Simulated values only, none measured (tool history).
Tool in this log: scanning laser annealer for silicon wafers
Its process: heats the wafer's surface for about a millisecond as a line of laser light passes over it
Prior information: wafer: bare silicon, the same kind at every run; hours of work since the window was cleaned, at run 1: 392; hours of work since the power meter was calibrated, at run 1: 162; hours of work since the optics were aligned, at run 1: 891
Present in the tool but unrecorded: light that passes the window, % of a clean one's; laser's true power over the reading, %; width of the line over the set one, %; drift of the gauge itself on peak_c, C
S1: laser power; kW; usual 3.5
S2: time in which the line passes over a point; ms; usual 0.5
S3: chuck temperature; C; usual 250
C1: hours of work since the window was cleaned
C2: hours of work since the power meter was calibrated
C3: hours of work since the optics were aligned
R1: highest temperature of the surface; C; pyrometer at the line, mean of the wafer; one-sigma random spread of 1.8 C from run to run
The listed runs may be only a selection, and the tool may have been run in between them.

Run 1, hour 0: usual settings; C1 392; C2 162; C3 891. Result: R1 971 C.
Run 2, hour 6.4: usual settings; C1 394; C2 164; C3 893. Result: R1 971 C.
Run 3, hour 21.1: usual settings but S1 3.559 kW; C1 400; C2 170; C3 899. Result: R1 987 C.
Run 4, hour 33.3: usual settings but S1 3.559 kW; C1 405; C2 175; C3 904. Result: R1 989 C.
At hour 41.7: optics aligned, line set to its width.
Run 5, hour 45.5: usual settings but S1 3.559 kW; C1 408; C2 178; C3 2. Result: R1 987 C.
Run 6, hour 52.5: usual settings but S1 3.559 kW; C1 411; C2 181; C3 4. Result: R1 987 C.
Run 7, hour 67.1: usual settings but S1 3.559 kW; C1 417; C2 187; C3 10. Result: R1 987 C.
Run 8, hour 76.6: usual settings but S2 0.522 ms; C1 421; C2 191; C3 14. Result: R1 987 C.
Run 9, hour 90.2: usual settings but S2 0.433 ms; C1 426; C2 196; C3 20. Result: R1 926 C.
Run 10, hour 103.1: usual settings; C1 431; C2 202; C3 25. Result: R1 969 C.
Run 11, hour 112.3: usual settings but S1 3.622 kW; C1 435; C2 205; C3 29. Result: R1 1005 C.
Run 12, hour 124.1: usual settings but S1 3.622 kW, S3 279 C; C1 440; C2 210; C3 33. Result: R1 1034 C.
Run 13, hour 132.1: usual settings; C1 443; C2 213; C3 37. Result: R1 971 C.
Run 14, hour 141.9: usual settings but S1 3.26 kW; C1 447; C2 217; C3 41. Result: R1 908 C.
Run 15, hour 155.1: usual settings but S1 3.26 kW; C1 452; C2 223; C3 46. Result: R1 907 C.
Run 16, hour 162.3: usual settings but S1 3.385 kW; C1 455; C2 226; C3 49. Result: R1 937 C.
Run 17, hour 170.6: usual settings but S1 3.385 kW; C1 459; C2 229; C3 52. Result: R1 941 C.
Run 18, hour 179.2: usual settings but S1 3.286 kW; C1 462; C2 232; C3 56. Result: R1 916 C.
Run 19, hour 194.2: usual settings but S1 3.286 kW, S2 0.425 ms; C1 468; C2 239; C3 62. Result: R1 868 C.
Run 20, hour 203: usual settings but S1 3.286 kW, S2 0.425 ms; C1 472; C2 242; C3 65. Result: R1 864 C.
Run 21, hour 217.6: usual settings but S1 3.286 kW, S2 0.425 ms; C1 478; C2 248; C3 71. Result: R1 868 C.
Run 22, hour 229.8: usual settings but S1 3.756 kW, S2 0.496 ms; C1 483; C2 253; C3 76. Result: R1 1040 C.
Run 23, hour 237.3: usual settings but S1 3.429 kW, S2 0.431 ms; C1 486; C2 256; C3 79. Result: R1 904 C.
Run 24, hour 252.6: usual settings but S1 3.382 kW, S2 0.44 ms, S3 233 C; C1 492; C2 262; C3 85. Result: R1 885 C.
Run 25, hour 260.8: usual settings but S1 3.116 kW; C1 495; C2 265; C3 89. Result: R1 871 C.
Run 26, hour 272.9: usual settings but S1 3.571 kW, S3 233 C; C1 500; C2 270; C3 94. Result: R1 977 C.
Run 27, hour 282.8: usual settings but S2 0.561 ms, S3 282 C; C1 504; C2 274; C3 98. Result: R1 1045 C.
Run 28, hour 298.1: usual settings but S2 0.561 ms, S3 282 C; C1 510; C2 281; C3 104. Result: R1 1046 C.
Run 29, hour 311: usual settings but S2 0.561 ms, S3 282 C; C1 515; C2 286; C3 109. Result: R1 1046 C.
Run 30, hour 322.7: usual settings but S1 3.465 kW, S2 0.408 ms, S3 226 C; C1 520; C2 291; C3 114. Result: R1 873 C.
Run 31, hour 330.8: usual settings but S1 3.142 kW, S2 0.42 ms, S3 226 C; C1 523; C2 294; C3 117. Result: R1 804 C.
Run 32, hour 338.6: usual settings but S1 3.361 kW, S2 0.505 ms, S3 247 C; C1 527; C2 297; C3 120. Result: R1 936 C.
Run 33, hour 347.1: usual settings but S1 3.01 kW, S2 0.505 ms, S3 261 C; C1 530; C2 300; C3 124. Result: R1 857 C.
Run 34, hour 359.6: usual settings but S1 3.01 kW, S2 0.505 ms, S3 261 C; C1 535; C2 306; C3 129. Result: R1 856 C.
Run 35, hour 366.3: usual settings but S1 3.01 kW, S2 0.505 ms, S3 229 C; C1 538; C2 308; C3 131. Result: R1 825 C.
Run 36, hour 373.7: usual settings but S1 3.069 kW, S2 0.505 ms, S3 213 C; C1 541; C2 311; C3 134. Result: R1 822 C.
Run 37, hour 380.3: usual settings but S1 3.069 kW, S2 0.505 ms, S3 213 C; C1 544; C2 314; C3 137. Result: R1 821 C.
Run 38, hour 394.5: usual settings but S1 3.437 kW, S2 0.372 ms, S3 244 C; C1 549; C2 320; C3 143. Result: R1 859 C.
Run 39, hour 401.8: usual settings but S1 2.991 kW, S2 0.382 ms, S3 244 C; C1 552; C2 323; C3 146. Result: R1 759 C.
Run 40, hour 411.6: usual settings but S1 3.011 kW, S2 0.447 ms, S3 248 C; C1 556; C2 327; C3 150. Result: R1 809 C.
Run 41, hour 419.2: usual settings but S1 3.027 kW, S2 0.579 ms, S3 241 C; C1 559; C2 330; C3 153. Result: R1 878 C.

What if the next run were any one of these 3? Each begins from the tool's condition after run 41:
Run A, hour 430.3: usual settings but S1 3.735 kW, S2 0.532 ms; C1 564; C2 334; C3 157. Result: R1 ?.
Run B, hour 430.3: usual settings but S1 3.784 kW, S2 0.453 ms; C1 564; C2 334; C3 157. Result: R1 ?.
Run C, hour 430.3: usual settings but S1 3.266 kW, S2 0.412 ms, S3 260 C; C1 564; C2 334; C3 157. Result: R1 ?.

run    R1
  A  1055
  B  1015
  C   865
Stripped of hidden state, with their random variation kept, the same runs would have yielded:
run    R1
  A  1055
  B  1015
  C   865
